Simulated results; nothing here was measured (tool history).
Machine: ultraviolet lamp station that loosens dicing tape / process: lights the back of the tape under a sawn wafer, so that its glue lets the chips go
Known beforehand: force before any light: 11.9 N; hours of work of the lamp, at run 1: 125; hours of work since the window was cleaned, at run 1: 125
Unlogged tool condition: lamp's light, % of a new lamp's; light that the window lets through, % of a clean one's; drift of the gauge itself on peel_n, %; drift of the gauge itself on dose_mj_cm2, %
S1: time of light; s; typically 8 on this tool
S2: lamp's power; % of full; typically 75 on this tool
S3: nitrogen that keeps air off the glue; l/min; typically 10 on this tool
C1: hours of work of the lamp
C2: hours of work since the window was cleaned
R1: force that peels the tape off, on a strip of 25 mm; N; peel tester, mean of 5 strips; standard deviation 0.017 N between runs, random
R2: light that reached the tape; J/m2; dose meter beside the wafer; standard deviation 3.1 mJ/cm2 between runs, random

run,day,S1,S2,S3,C1,C2,R1,R2
1,0,8,75,10,125,125,1.062,4310
2,1.542,8,87,10,153,153,0.825,4830
3,3.542,8,75,10,189,189,1.259,4010
4,4.929,8,75,10,215,215,1.289,3940
5,7.242,8,75,16,257,257,1.054,3720
6,8.458,8,75,16,279,279,1.113,3720
# day 9.483: window cleaned of glue's vapour
7,10.3,8,75,16,312,15,0.754,4370
8,11.267,4,75,16,330,32,3.039,2180
9,12.829,8,75,10,358,61,1.086,4230
10,14.833,14,75,10,395,97,0.287,7100
11,16.404,14,75,10,423,126,0.278,6950
12,18.571,14,75,10,463,166,0.324,6690
13,19.771,14,75,10,485,187,0.344,6600
14,20.921,14,75,10,506,208,0.364,6490
15,22.229,14,75,10,529,232,0.387,6330
16,24.229,8,75,3,566,269,3.154,3490
# day 25.783: window cleaned of glue's vapour
17,25.783,8,75,3,594,0,2.539,4140
18,27.462,8,75,3,624,31,2.576,4090
19,29.833,8,75,3,668,74,2.705,3910
20,30.929,6,75,10,688,94,2.259,2950
21,32.5,6,75,10,716,122,2.414,2800
22,34.892,7,97,10,760,166,1.214,4130

The next listed run, before its measurement:
23,37.117,7,97,10,800,206,?,?

Run 23 measured R1 1.317 N, R2 3970 J/m2.
On a tool with no hidden condition, and with the same random variation, this run would have come out at R1 0.61 N, R2 5430 J/m2.
